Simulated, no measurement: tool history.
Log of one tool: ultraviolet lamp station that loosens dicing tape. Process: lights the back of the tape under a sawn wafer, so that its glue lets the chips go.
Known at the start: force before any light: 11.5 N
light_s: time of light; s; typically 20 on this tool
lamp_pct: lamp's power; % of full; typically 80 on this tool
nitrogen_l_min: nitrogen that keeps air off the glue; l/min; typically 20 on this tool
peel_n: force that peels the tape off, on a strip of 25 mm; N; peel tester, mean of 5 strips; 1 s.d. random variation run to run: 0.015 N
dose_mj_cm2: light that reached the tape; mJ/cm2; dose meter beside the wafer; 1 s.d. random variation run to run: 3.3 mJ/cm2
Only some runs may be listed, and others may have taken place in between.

run	hour	light_s	lamp_pct	nitrogen_l_min	peel_n	dose_mj_cm2
1	0.0	20	80	20	0.770	500
2	67.9	20	95	20	0.526	595
3	130.8	20	95	20	0.559	589
4	171.9	20	80	16	0.970	486
5	212.2	20	80	16	1.014	484
6	251.2	20	80	16	1.004	484
7	282.9	20	80	8	1.747	477
8	318.8	20	80	20	0.883	477
9	354.8	20	91	20	0.659	541
10	426.6	20	91	20	0.675	540
11	490.8	20	91	20	0.688	536
12	546.9	20	91	20	0.690	515
13	603.3	20	77	14	1.352	441
14	638.6	22	70	15	1.292	435

The next listed run, before its measurement:
# hour 643.5: window cleaned of glue's vapour
15	710.3	22	70	15	?	?

peel_n: 1.424 N
dose_mj_cm2: 416 mJ/cm2
The same run, on a tool lacking any hidden state, would have yielded peel_n 0.950 N, dose_mj_cm2 507 mJ/cm2.
